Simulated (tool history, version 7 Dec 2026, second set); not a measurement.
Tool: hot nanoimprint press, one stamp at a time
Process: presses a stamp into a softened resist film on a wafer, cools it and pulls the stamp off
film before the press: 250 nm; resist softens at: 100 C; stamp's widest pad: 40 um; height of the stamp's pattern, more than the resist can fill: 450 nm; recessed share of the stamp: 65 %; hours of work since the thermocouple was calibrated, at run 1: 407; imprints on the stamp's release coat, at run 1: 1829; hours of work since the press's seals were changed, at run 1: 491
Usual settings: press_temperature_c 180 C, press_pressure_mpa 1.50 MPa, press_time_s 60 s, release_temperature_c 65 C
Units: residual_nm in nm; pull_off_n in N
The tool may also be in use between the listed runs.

| run | hour | press_temperature_c | press_pressure_mpa | press_time_s | release_temperature_c | hours of work since the thermocouple was calibrated | imprints on the stamp's release coat | hours of work since the press's seals were changed | residual_nm | pull_off_n |
|---|---|---|---|---|---|---|---|---|---|---|
| 1 | 0.0 | 180 | 1.50 | 60 | 65 | 407 | 1829 | 491 | 88.6 | 154 |
| 2 | 13.7 | 180 | 1.50 | 60 | 65 | 418 | 1861 | 502 | 89.6 | 160 |
| 3 | 23.0 | 180 | 1.50 | 60 | 65 | 425 | 1884 | 509 | 89.5 | 162 |
| 4 | 31.1 | 180 | 1.50 | 60 | 65 | 432 | 1903 | 516 | 90.1 | 157 |
| 5 | 46.4 | 180 | 1.50 | 60 | 65 | 444 | 1940 | 528 | 90.9 | 162 |
| 6 | 62.0 | 185 | 1.50 | 60 | 65 | 456 | 1977 | 540 | 74.7 | 158 |
|  | 74.7 | plate thermocouple calibrated |
| 7 | 81.7 | 174 | 1.50 | 60 | 65 | 6 | 2017 | 553 | 111.4 | 164 |
| 8 | 90.3 | 180 | 1.50 | 60 | 65 | 12 | 2038 | 560 | 88.3 | 160 |
| 9 | 101.9 | 180 | 1.50 | 55 | 65 | 21 | 2065 | 569 | 91.8 | 166 |
| 10 | 109.3 | 180 | 1.50 | 34 | 65 | 27 | 2083 | 575 | 110.4 | 164 |
| 11 | 119.1 | 180 | 1.50 | 34 | 65 | 35 | 2106 | 583 | 109.5 | 168 |
| 12 | 131.7 | 180 | 1.50 | 34 | 65 | 45 | 2137 | 593 | 110.0 | 168 |
|  | 136.1 | plate thermocouple calibrated, once more |
| 13 | 147.3 | 180 | 2.07 | 60 | 65 | 9 | 2167 | 603 | 80.8 | 170 |
| 14 | 159.7 | 180 | 1.28 | 60 | 65 | 19 | 2196 | 612 | 101.0 | 169 |
|  | 178.0 | stamp cleaned and given a new release coat |
| 15 | 179.1 | 180 | 1.95 | 60 | 65 | 29 | 2 | 623 | 82.7 | 105 |
| 16 | 195.0 | 180 | 1.50 | 60 | 51 | 42 | 41 | 636 | 93.8 | 131 |
| 17 | 209.5 | 180 | 0.96 | 60 | 51 | 53 | 75 | 647 | 115.3 | 132 |
| 18 | 224.6 | 169 | 2.18 | 35 | 65 | 65 | 111 | 659 | 145.1 | 104 |
| 19 | 240.5 | 168 | 1.50 | 60 | 65 | 78 | 149 | 672 | 148.3 | 102 |
| 20 | 251.0 | 168 | 1.14 | 60 | 62 | 86 | 174 | 680 | 162.6 | 110 |
| 21 | 264.8 | 188 | 1.64 | 100 | 53 | 97 | 207 | 691 | 53.4 | 136 |
| 22 | 281.7 | 177 | 2.14 | 47 | 68 | 110 | 248 | 704 | 97.1 | 97 |
| 23 | 296.9 | 179 | 1.50 | 114 | 65 | 122 | 284 | 716 | 74.6 | 109 |
| 24 | 314.5 | 179 | 1.50 | 114 | 65 | 136 | 326 | 730 | 74.6 | 109 |
| 25 | 329.1 | 179 | 1.50 | 114 | 65 | 148 | 361 | 742 | 74.5 | 116 |
| 26 | 346.8 | 179 | 2.07 | 36 | 65 | 162 | 403 | 756 | 100.6 | 110 |
| 27 | 362.3 | 177 | 1.50 | 60 | 65 | 174 | 441 | 768 | 103.7 | 112 |

Forecast each of these 3 alternatives for the next run:
| A | 379.0 | 170 | 1.50 | 54 | 55 | 187 | 480 | 781 | ? | ? |
| B | 379.0 | 177 | 1.50 | 39 | 65 | 187 | 480 | 781 | ? | ? |
| C | 379.0 | 180 | 2.23 | 54 | 65 | 187 | 480 | 781 | ? | ? |

| run | residual_nm | pull_off_n |
|---|---|---|
| A | 140.5 | 140 |
| B | 121.9 | 117 |
| C | 79.6 | 112 |
Without the tool's hidden state the same runs would have given:
| run | residual_nm | pull_off_n |
|---|---|---|
| A | 142.2 | 123 |
| B | 123.2 | 103 |
| C | 80.1 | 98 |
